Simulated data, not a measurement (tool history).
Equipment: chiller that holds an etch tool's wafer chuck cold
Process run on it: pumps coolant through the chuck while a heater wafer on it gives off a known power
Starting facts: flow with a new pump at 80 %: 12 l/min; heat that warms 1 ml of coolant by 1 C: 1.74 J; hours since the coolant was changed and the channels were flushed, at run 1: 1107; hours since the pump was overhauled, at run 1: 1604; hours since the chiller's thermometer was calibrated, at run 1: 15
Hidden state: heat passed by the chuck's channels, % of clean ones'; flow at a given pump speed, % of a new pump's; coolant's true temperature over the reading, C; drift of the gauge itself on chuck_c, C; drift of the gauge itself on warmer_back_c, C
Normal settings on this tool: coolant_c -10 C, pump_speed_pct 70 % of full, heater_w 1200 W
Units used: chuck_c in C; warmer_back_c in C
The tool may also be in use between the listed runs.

run   hour  coolant_c  pump_speed_pct  heater_w  hours since the coolant was changed and the channels were flushed  hours since the pump was overhauled  hours since the chiller's thermometer was calibrated  chuck_c  warmer_back_c
  1    0.0        -10              70      1200                                                               1107                                 1604                                                    15      6.1           3.94
  2   49.9        -10              70      1200                                                               1157                                 1654                                                    65      5.9           3.95
  3   97.2        -10              70      1200                                                               1204                                 1701                                                   112      6.0           3.95
  4  125.4        -10              70      1200                                                               1233                                 1729                                                   140      6.1           4.05
  5  176.1        -10              70      1200                                                               1283                                 1780                                                   191      6.0           3.98
  6  198.1        -10              69      1200                                                               1305                                 1802                                                   213      6.2           4.07
  7  224.5        -10              69      1200                                                               1332                                 1828                                                   239      5.9           4.06
  8  271.4        -10              69      1200                                                               1379                                 1875                                                   286      6.1           4.04
  9  301.0        -10              70      1200                                                               1408                                 1905                                                   316      5.9           3.99
 10  343.3        -10              91      1200                                                               1451                                 1947                                                   358      3.3           2.93
 11  377.8        -10              91      1200                                                               1485                                 1982                                                   392      3.4           2.94
 12  423.7         -7              91      1200                                                               1531                                 2027                                                   438      6.3           2.96
 13  472.3         -7              70      1463                                                               1580                                 2076                                                   487     12.4           4.87
 14  502.8        -18              66      1205                                                               1610                                 2107                                                   517     -1.2           4.25
 15  542.2        -10              88      1217                                                               1649                                 2146                                                   557      3.8           3.13
 16  583.4         -3              70      1178                                                               1691                                 2187                                                   598     12.7           3.95
 17  618.9         -9              70      1200                                                               1726                                 2223                                                   634      6.8           4.02
 18  656.0        -13              65      1749                                                               1763                                 2260                                                   671     11.6           6.37
 19  695.8        -13              65      1749                                                               1803                                 2300                                                   710     11.3           6.41
 20  725.7        -13              65      1749                                                               1833                                 2329                                                   740     11.5           6.36
 21  753.1        -15              69      1749                                                               1860                                 2357                                                   768      8.4           5.95
 22  774.2         -6              68       614                                                               1882                                 2378                                                   789      2.4           2.17
 23  811.4        -20              94      1138                                                               1919                                 2415                                                   826     -7.6           2.71

Below are 5 alternative next runs, each starting from the tool's condition after run 23. Predict each:
  A  832.3         -7              70      1200                                                               1940                                 2436                                                   847        ?              ?
  B  832.3        -10              92       845                                                               1940                                 2436                                                   847        ?              ?
  C  832.3        -10              70      1200                                                               1940                                 2436                                                   847        ?              ?
  D  832.3          0              94      1138                                                               1940                                 2436                                                   847        ?              ?
  E  832.3         -8              65      1655                                                               1940                                 2436                                                   847        ?              ?

run  chuck_c  warmer_back_c
  A      9.0           4.01
  B     -0.6           2.08
  C      6.0           4.00
  D     12.4           2.73
  E     15.2           6.03
Take away the tool's hidden state, keep each run's random variation, and the runs would have read:
run  chuck_c  warmer_back_c
  A      9.0           4.01
  B     -0.6           2.08
  C      6.0           4.00
  D     12.4           2.73
  E     15.1           6.03

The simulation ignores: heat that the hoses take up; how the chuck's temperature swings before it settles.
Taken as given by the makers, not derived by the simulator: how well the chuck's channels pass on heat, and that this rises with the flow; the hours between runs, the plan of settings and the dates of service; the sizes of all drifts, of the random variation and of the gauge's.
